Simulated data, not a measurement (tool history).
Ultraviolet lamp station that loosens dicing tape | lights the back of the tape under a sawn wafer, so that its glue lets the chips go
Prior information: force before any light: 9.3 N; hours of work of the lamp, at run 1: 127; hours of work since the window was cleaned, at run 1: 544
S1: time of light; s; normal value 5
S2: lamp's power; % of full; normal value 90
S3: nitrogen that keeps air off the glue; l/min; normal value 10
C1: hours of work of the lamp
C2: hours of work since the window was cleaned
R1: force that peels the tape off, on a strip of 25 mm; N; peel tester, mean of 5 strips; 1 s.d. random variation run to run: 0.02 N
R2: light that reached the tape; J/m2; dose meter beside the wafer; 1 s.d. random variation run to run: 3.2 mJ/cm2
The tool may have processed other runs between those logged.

run,hour,S1,S2,S3,C1,C2,R1,R2
1,0,5,90,10,127,544,1.388,4090
2,7.2,5,90,10,133,550,1.388,4050
# hour 10: window cleaned of glue's vapour
3,15.1,5,90,10,139,4,1.685,3640
4,25.8,5,90,10,147,13,1.671,3630
5,31,5,90,7,151,17,2.013,3650
6,41.3,5,90,7,160,25,2.083,3620
7,48.2,5,90,7,165,30,2.048,3650
8,59.4,7,67,7,174,39,1.977,3700
9,68.8,6,71,19,181,47,1.441,3380
10,79.7,6,95,19,190,55,0.894,4470
# hour 82.6: window cleaned of glue's vapour, once more
11,88.6,8,63,15,197,5,0.734,5110
12,98.2,8,71,13,204,12,0.65,5800
13,108.7,3,85,10,213,21,2.684,2580
14,117.7,3,85,10,220,28,2.664,2560

Same runs, no hidden state in the tool, same run-to-run variation:
The hidden state here: lamp's light, % of a new lamp's; light that the window lets through, % of a clean one's; drift of the gauge itself on peel_n, %; drift of the gauge itself on dose_mj_cm2, %.
run,R1,R2
1,0.955,5040
2,0.949,5010
3,0.977,4990
4,0.96,5000
5,1.195,5050
6,1.229,5040
7,1.2,5080
8,1.129,5190
9,0.766,4770
10,0.467,6350
11,0.619,5570
12,0.547,6360
13,2.382,2850
14,2.35,2830
